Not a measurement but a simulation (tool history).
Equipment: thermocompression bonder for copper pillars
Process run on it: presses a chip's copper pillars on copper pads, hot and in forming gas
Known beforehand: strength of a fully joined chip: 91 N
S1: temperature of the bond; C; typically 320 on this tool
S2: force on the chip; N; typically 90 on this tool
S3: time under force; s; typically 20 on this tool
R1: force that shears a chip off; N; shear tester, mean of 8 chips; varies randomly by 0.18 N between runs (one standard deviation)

run    day   S1  S2  S3    R1
  1      0  320  90  20  41.1
  2  0.667  320  90  20    41
  3  1.333  320  90  20  41.4
  4  2.408  320  90  23  43.8
     2.938  -- forming gas filter changed
  5  3.483  320  90  20  41.8
  6  4.446  337  90  20  50.2
  7  5.529  337  90  20  50.2
  8  6.079  337  90  20  50.8
     7.258  -- heater calibrated with a thermocouple chip
  9  7.258  337  90  20  50.2
 10  8.138  337  63  51  49.5
 11  9.229  337  63  51  49.8

Run 12 comes next. What will it give?
      9.421  -- gauge calibrated
 12  10.229  314  90  25   ?

R1: 41.9 N
The same run, on a tool lacking any hidden state, would have yielded R1 41.8 N.

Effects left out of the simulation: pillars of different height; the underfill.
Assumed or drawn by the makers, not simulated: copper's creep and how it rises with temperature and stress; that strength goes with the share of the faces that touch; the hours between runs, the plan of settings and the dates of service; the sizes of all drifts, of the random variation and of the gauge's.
